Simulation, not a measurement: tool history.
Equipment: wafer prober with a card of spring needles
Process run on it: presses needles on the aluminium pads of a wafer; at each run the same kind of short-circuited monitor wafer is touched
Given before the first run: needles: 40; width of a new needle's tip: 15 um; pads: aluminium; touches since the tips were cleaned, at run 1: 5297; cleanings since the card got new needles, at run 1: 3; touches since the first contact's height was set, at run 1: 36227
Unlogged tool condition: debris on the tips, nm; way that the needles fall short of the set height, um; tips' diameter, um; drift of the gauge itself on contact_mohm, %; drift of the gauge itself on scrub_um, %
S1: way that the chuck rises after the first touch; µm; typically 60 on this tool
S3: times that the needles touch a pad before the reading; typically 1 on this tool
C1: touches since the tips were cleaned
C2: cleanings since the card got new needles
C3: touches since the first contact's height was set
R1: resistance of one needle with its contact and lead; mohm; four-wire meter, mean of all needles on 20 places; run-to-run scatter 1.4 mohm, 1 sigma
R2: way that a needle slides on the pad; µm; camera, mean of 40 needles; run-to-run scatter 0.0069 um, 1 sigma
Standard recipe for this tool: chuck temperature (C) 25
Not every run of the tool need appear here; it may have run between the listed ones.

run 1 hour=0.0 | S1=60 chuck_temperature_(C)=25 S3=1 | C1=5297 C2=3 C3=36227 | R1=125 R2=10.843
-- hour=8.2 tips cleaned on abrasive film
run 2 hour=9.3 | S1=60 chuck_temperature_(C)=56 S3=1 | C1=527 C2=4 C3=40510 | R1=129 R2=10.831
run 3 hour=17.6 | S1=60 chuck_temperature_(C)=56 S3=1 | C1=4413 C2=4 C3=44396 | R1=131 R2=10.834
run 4 hour=25.0 | S1=60 chuck_temperature_(C)=25 S3=1 | C1=7866 C2=4 C3=47849 | R1=126 R2=10.816
-- hour=27.2 tips cleaned on abrasive film
run 5 hour=30.4 | S1=60 chuck_temperature_(C)=25 S3=1 | C1=1494 C2=5 C3=50327 | R1=124 R2=10.806
run 6 hour=36.1 | S1=60 chuck_temperature_(C)=25 S3=1 | C1=4138 C2=5 C3=52971 | R1=123 R2=10.798
run 7 hour=44.5 | S1=60 chuck_temperature_(C)=25 S3=1 | C1=8077 C2=5 C3=56910 | R1=126 R2=10.795
-- hour=46.0 tips cleaned on abrasive film
run 8 hour=53.1 | S1=60 chuck_temperature_(C)=30 S3=1 | C1=3299 C2=6 C3=60857 | R1=125 R2=10.793
run 9 hour=60.6 | S1=60 chuck_temperature_(C)=30 S3=1 | C1=6794 C2=6 C3=64352 | R1=125 R2=10.778
-- hour=65.1 tips cleaned on abrasive film
run 10 hour=70.9 | S1=60 chuck_temperature_(C)=30 S3=1 | C1=2703 C2=7 C3=69087 | R1=126 R2=10.763
run 11 hour=75.6 | S1=60 chuck_temperature_(C)=53 S3=1 | C1=4925 C2=7 C3=71309 | R1=129 R2=10.771
run 12 hour=82.4 | S1=60 chuck_temperature_(C)=53 S3=1 | C1=8094 C2=7 C3=74478 | R1=126 R2=10.762
-- hour=84.2 tips cleaned on abrasive film
run 13 hour=88.5 | S1=60 chuck_temperature_(C)=53 S3=1 | C1=1980 C2=8 C3=77260 | R1=125 R2=10.758
run 14 hour=97.7 | S1=60 chuck_temperature_(C)=53 S3=1 | C1=6276 C2=8 C3=81556 | R1=127 R2=10.749
-- hour=103.4 tips cleaned on abrasive film
-- hour=105.3 height of the first contact set anew
run 15 hour=109.0 | S1=60 chuck_temperature_(C)=53 S3=1 | C1=2484 C2=9 C3=1741 | R1=129 R2=10.743
run 16 hour=118.0 | S1=60 chuck_temperature_(C)=53 S3=1 | C1=6660 C2=9 C3=5917 | R1=128 R2=10.733
-- hour=122.7 tips cleaned on abrasive film
run 17 hour=124.4 | S1=56 chuck_temperature_(C)=53 S3=1 | C1=758 C2=10 C3=8859 | R1=130 R2=10.010
run 18 hour=135.6 | S1=48 chuck_temperature_(C)=25 S3=1 | C1=6017 C2=10 C3=14118 | R1=126 R2=8.582
run 19 hour=140.7 | S1=48 chuck_temperature_(C)=25 S3=1 | C1=8388 C2=10 C3=16489 | R1=126 R2=8.567
-- hour=141.4 tips cleaned on abrasive film
run 20 hour=148.6 | S1=61 chuck_temperature_(C)=38 S3=1 | C1=3362 C2=11 C3=20127 | R1=130 R2=10.890
run 21 hour=158.5 | S1=61 chuck_temperature_(C)=38 S3=1 | C1=7971 C2=11 C3=24736 | R1=126 R2=10.864
-- hour=160.4 tips cleaned on abrasive film
run 22 hour=167.9 | S1=60 chuck_temperature_(C)=119 S3=3 | C1=3472 C2=12 C3=29054 | R1=136 R2=10.688
run 23 hour=172.8 | S1=60 chuck_temperature_(C)=119 S3=3 | C1=5768 C2=12 C3=31350 | R1=138 R2=10.681
-- hour=179.4 tips cleaned on abrasive film
run 24 hour=181.7 | S1=60 chuck_temperature_(C)=119 S3=3 | C1=1069 C2=13 C3=35457 | R1=138 R2=10.668
run 25 hour=186.7 | S1=41 chuck_temperature_(C)=49 S3=1 | C1=3394 C2=13 C3=37782 | R1=132 R2=7.289
run 26 hour=197.8 | S1=45 chuck_temperature_(C)=34 S3=1 | C1=8597 C2=13 C3=42985 | R1=127 R2=7.995
-- hour=198.8 tips cleaned on abrasive film
run 27 hour=205.8 | S1=48 chuck_temperature_(C)=66 S3=2 | C1=3244 C2=14 C3=46644 | R1=130 R2=8.525
run 28 hour=214.9 | S1=43 chuck_temperature_(C)=31 S3=2 | C1=7485 C2=14 C3=50885 | R1=128 R2=7.626
-- hour=217.6 tips cleaned on abrasive film
run 29 hour=222.7 | S1=43 chuck_temperature_(C)=31 S3=2 | C1=2395 C2=15 C3=54509 | R1=130 R2=7.628
run 30 hour=229.2 | S1=69 chuck_temperature_(C)=25 S3=2 | C1=5383 C2=15 C3=57497 | R1=122 R2=12.230
run 31 hour=235.9 | S1=72 chuck_temperature_(C)=25 S3=1 | C1=8539 C2=15 C3=60653 | R1=122 R2=12.752
-- hour=236.5 tips cleaned on abrasive film
run 32 hour=243.5 | S1=72 chuck_temperature_(C)=37 S3=2 | C1=3235 C2=16 C3=64129 | R1=123 R2=12.741
run 33 hour=252.0 | S1=60 chuck_temperature_(C)=25 S3=2 | C1=7235 C2=16 C3=68129 | R1=125 R2=10.612
-- hour=255.7 tips cleaned on abrasive film
run 34 hour=260.6 | S1=60 chuck_temperature_(C)=25 S3=2 | C1=2272 C2=17 C3=72069 | R1=125 R2=10.613
run 35 hour=268.3 | S1=60 chuck_temperature_(C)=25 S3=2 | C1=5847 C2=17 C3=75644 | R1=122 R2=10.598

Each row is a separate what-if for the run after 35, all from the same tool condition, not one after another. Results?
-- hour=275.0 tips cleaned on abrasive film
run A hour=278.6 | S1=62 chuck_temperature_(C)=48 S3=2 | C1=1681 C2=18 C3=80415 | R1=? R2=?
-- hour=275.0 tips cleaned on abrasive film
run B hour=278.6 | S1=50 chuck_temperature_(C)=27 S3=2 | C1=1681 C2=18 C3=80415 | R1=? R2=?
-- hour=275.0 tips cleaned on abrasive film
run C hour=278.6 | S1=60 chuck_temperature_(C)=105 S3=2 | C1=1681 C2=18 C3=80415 | R1=? R2=?

run=A R1=128 R2=10.946
run=B R1=128 R2=8.829
run=C R1=138 R2=10.595
Had the tool no hidden state, the same runs would have come out as:
run=A R1=127 R2=11.204
run=B R1=128 R2=9.038
run=C R1=138 R2=10.846

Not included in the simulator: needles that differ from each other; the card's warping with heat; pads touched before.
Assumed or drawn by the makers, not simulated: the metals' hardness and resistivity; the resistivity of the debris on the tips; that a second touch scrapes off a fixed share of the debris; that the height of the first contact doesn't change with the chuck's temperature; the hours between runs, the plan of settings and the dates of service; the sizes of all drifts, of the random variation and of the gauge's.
